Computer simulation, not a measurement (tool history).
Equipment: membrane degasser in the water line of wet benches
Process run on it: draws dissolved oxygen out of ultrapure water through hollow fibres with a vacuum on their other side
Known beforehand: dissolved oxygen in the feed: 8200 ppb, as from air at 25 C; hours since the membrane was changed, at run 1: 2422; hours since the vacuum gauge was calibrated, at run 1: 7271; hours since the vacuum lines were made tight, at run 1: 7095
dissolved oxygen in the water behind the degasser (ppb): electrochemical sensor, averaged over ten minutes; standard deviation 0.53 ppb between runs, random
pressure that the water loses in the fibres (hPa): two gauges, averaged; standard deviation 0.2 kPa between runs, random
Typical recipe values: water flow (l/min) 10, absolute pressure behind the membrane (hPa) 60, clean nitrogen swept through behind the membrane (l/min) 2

run,day,water flow (l/min),absolute pressure behind the membrane (hPa),clean nitrogen swept through behind the membrane (l/min),hours since the membrane was changed,hours since the vacuum gauge was calibrated,hours since the vacuum lines were made tight,dissolved oxygen in the water behind the degasser (ppb),pressure that the water loses in the fibres (hPa)
1,0,10,60,2,2422,7271,7095,48.4,468.9
2,1.975,10,60,1.78,2469,7318,7142,52.4,469.5
3,3.988,12,60,1.78,2517,7367,7190,65.5,565.1
4,6.383,12,60,1.78,2575,7424,7248,67.7,564
5,8.404,10,60,1.87,2623,7473,7296,50,467.6
6,9.767,10,60,2,2656,7505,7329,46.7,470.2
7,11.362,10,60,2,2694,7544,7367,48.4,467.9
8,13.917,10,60,2,2756,7605,7429,48.4,472.2
9,15.417,10,60,2,2792,7641,7465,47.1,465.5
10,17.304,10,37.5,1.11,2837,7686,7510,27.2,470.2
11,19.792,11,79.7,2.23,2897,7746,7569,75.9,517.7
# day 20.021: vacuum gauge calibrated
12,22.242,11,79.7,2.23,2955,53,7628,76.2,515.2
13,23.654,9,106.2,2.23,2989,87,7662,87.1,420
14,26.033,10,60.4,2,3046,144,7719,49.8,470.5
15,27.75,6,60,2,3087,185,7760,26.8,280.8
16,29.412,6,60,2,3127,225,7800,27.2,281
17,31.838,6,60,2,3185,284,7858,25.9,281.3
# day 33.117: vacuum gauge calibrated, once more
18,33.529,13,66.4,1.54,3225,10,7898,92.9,607

Forecast each of these 3 alternatives for the next run:
A,35.992,13,66.4,0.91,3284,69,7957,?,?
B,35.992,8,118.9,1.34,3284,69,7957,?,?
C,35.992,15,127.4,1.68,3284,69,7957,?,?

run,dissolved oxygen in the water behind the degasser (ppb),pressure that the water loses in the fibres (hPa)
A,133.2,613.8
B,135.4,374.8
C,234.5,705.6
Stripped of hidden state, with their random variation kept, the same runs would have yielded:
run,dissolved oxygen in the water behind the degasser (ppb),pressure that the water loses in the fibres (hPa)
A,130.1,607.4
B,129.4,370.8
C,228.6,698.2
